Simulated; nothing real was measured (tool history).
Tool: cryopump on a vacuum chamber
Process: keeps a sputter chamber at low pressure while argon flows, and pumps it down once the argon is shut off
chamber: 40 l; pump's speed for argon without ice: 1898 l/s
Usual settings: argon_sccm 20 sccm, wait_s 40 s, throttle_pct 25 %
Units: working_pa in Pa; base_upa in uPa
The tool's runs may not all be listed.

{"run": 1, "hour": 0.0, "argon_sccm": 20, "wait_s": 40, "throttle_pct": 25, "working_pa": 0.0707, "base_upa": 3.72}
{"run": 2, "hour": 13.9, "argon_sccm": 20, "wait_s": 40, "throttle_pct": 25, "working_pa": 0.0723, "base_upa": 3.83}
{"run": 3, "hour": 20.4, "argon_sccm": 20, "wait_s": 40, "throttle_pct": 25, "working_pa": 0.0709, "base_upa": 3.76}
{"run": 4, "hour": 33.3, "argon_sccm": 20, "wait_s": 40, "throttle_pct": 25, "working_pa": 0.0717, "base_upa": 3.74}
{"run": 5, "hour": 46.9, "argon_sccm": 20, "wait_s": 40, "throttle_pct": 25, "working_pa": 0.0717, "base_upa": 3.86}
{"run": 6, "hour": 54.8, "argon_sccm": 20, "wait_s": 40, "throttle_pct": 25, "working_pa": 0.0728, "base_upa": 3.92}
{"run": 7, "hour": 64.6, "argon_sccm": 20, "wait_s": 40, "throttle_pct": 25, "working_pa": 0.0715, "base_upa": 3.76}
{"run": 8, "hour": 70.8, "argon_sccm": 20, "wait_s": 40, "throttle_pct": 21, "working_pa": 0.0848, "base_upa": 3.8}
{"run": 9, "hour": 83.6, "argon_sccm": 20, "wait_s": 40, "throttle_pct": 21, "working_pa": 0.0844, "base_upa": 3.79}
{"run": 10, "hour": 93.8, "argon_sccm": 20, "wait_s": 40, "throttle_pct": 21, "working_pa": 0.086, "base_upa": 3.83}
{"run": 11, "hour": 103.5, "argon_sccm": 20, "wait_s": 40, "throttle_pct": 21, "working_pa": 0.0838, "base_upa": 3.94}
{"run": 12, "hour": 112.4, "argon_sccm": 20, "wait_s": 36, "throttle_pct": 25, "working_pa": 0.0714, "base_upa": 3.97}
{"run": 13, "hour": 121.9, "argon_sccm": 20, "wait_s": 36, "throttle_pct": 25, "working_pa": 0.0718, "base_upa": 4.06}
{"run": 14, "hour": 129.2, "argon_sccm": 20, "wait_s": 36, "throttle_pct": 25, "working_pa": 0.0715, "base_upa": 4.07}
{"run": 15, "hour": 139.4, "argon_sccm": 20, "wait_s": 126, "throttle_pct": 25, "working_pa": 0.0712, "base_upa": 2.58}
{"run": 16, "hour": 152.0, "argon_sccm": 20, "wait_s": 40, "throttle_pct": 25, "working_pa": 0.0711, "base_upa": 3.83}
{"run": 17, "hour": 160.9, "argon_sccm": 20, "wait_s": 40, "throttle_pct": 25, "working_pa": 0.072, "base_upa": 3.81}
{"run": 18, "hour": 174.8, "argon_sccm": 20, "wait_s": 40, "throttle_pct": 25, "working_pa": 0.0712, "base_upa": 3.88}
{"run": 19, "hour": 181.7, "argon_sccm": 20, "wait_s": 130, "throttle_pct": 17, "working_pa": 0.1058, "base_upa": 2.65}
{"run": 20, "hour": 188.4, "argon_sccm": 20, "wait_s": 130, "throttle_pct": 17, "working_pa": 0.1043, "base_upa": 2.62}
{"run": 21, "hour": 195.1, "argon_sccm": 20, "wait_s": 130, "throttle_pct": 17, "working_pa": 0.1059, "base_upa": 2.52}
{"run": 22, "hour": 201.7, "argon_sccm": 34, "wait_s": 40, "throttle_pct": 25, "working_pa": 0.1227, "base_upa": 3.95}
{"run": 23, "hour": 213.8, "argon_sccm": 36, "wait_s": 40, "throttle_pct": 25, "working_pa": 0.1305, "base_upa": 3.9}
{"run": 24, "hour": 221.2, "argon_sccm": 36, "wait_s": 40, "throttle_pct": 25, "working_pa": 0.1282, "base_upa": 3.84}
{"run": 25, "hour": 231.7, "argon_sccm": 31, "wait_s": 40, "throttle_pct": 25, "working_pa": 0.1119, "base_upa": 3.96}
{"run": 26, "hour": 241.6, "argon_sccm": 21, "wait_s": 40, "throttle_pct": 48, "working_pa": 0.0403, "base_upa": 3.94}
{"run": 27, "hour": 250.1, "argon_sccm": 21, "wait_s": 40, "throttle_pct": 48, "working_pa": 0.0407, "base_upa": 3.93}
{"run": 28, "hour": 260.0, "argon_sccm": 21, "wait_s": 40, "throttle_pct": 48, "working_pa": 0.0404, "base_upa": 4.1}
{"run": 29, "hour": 274.0, "argon_sccm": 35, "wait_s": 41, "throttle_pct": 32, "working_pa": 0.0988, "base_upa": 3.89}
{"run": 30, "hour": 286.5, "argon_sccm": 25, "wait_s": 238, "throttle_pct": 26, "working_pa": 0.0865, "base_upa": 2.49}
{"run": 31, "hour": 301.0, "argon_sccm": 17, "wait_s": 109, "throttle_pct": 40, "working_pa": 0.0381, "base_upa": 2.72}
{"run": 32, "hour": 311.7, "argon_sccm": 34, "wait_s": 109, "throttle_pct": 37, "working_pa": 0.0836, "base_upa": 2.76}
{"run": 33, "hour": 318.2, "argon_sccm": 13, "wait_s": 40, "throttle_pct": 44, "working_pa": 0.0274, "base_upa": 3.95}
{"run": 34, "hour": 331.2, "argon_sccm": 10, "wait_s": 25, "throttle_pct": 34, "working_pa": 0.027, "base_upa": 5}

Forecast each of these 3 alternatives for the next run:
{"run": "A", "hour": 340.4, "argon_sccm": 23, "wait_s": 21, "throttle_pct": 34, "working_pa": "?", "base_upa": "?"}
{"run": "B", "hour": 340.4, "argon_sccm": 35, "wait_s": 25, "throttle_pct": 34, "working_pa": "?", "base_upa": "?"}
{"run": "C", "hour": 340.4, "argon_sccm": 18, "wait_s": 116, "throttle_pct": 28, "working_pa": "?", "base_upa": "?"}

run=A working_pa=0.0615 base_upa=5.62
run=B working_pa=0.0921 base_upa=5.04
run=C working_pa=0.0588 base_upa=2.74
Without the tool's hidden state the same runs would have given:
run=A working_pa=0.0605 base_upa=3.67
run=B working_pa=0.0904 base_upa=3.1
run=C working_pa=0.0579 base_upa=0.79
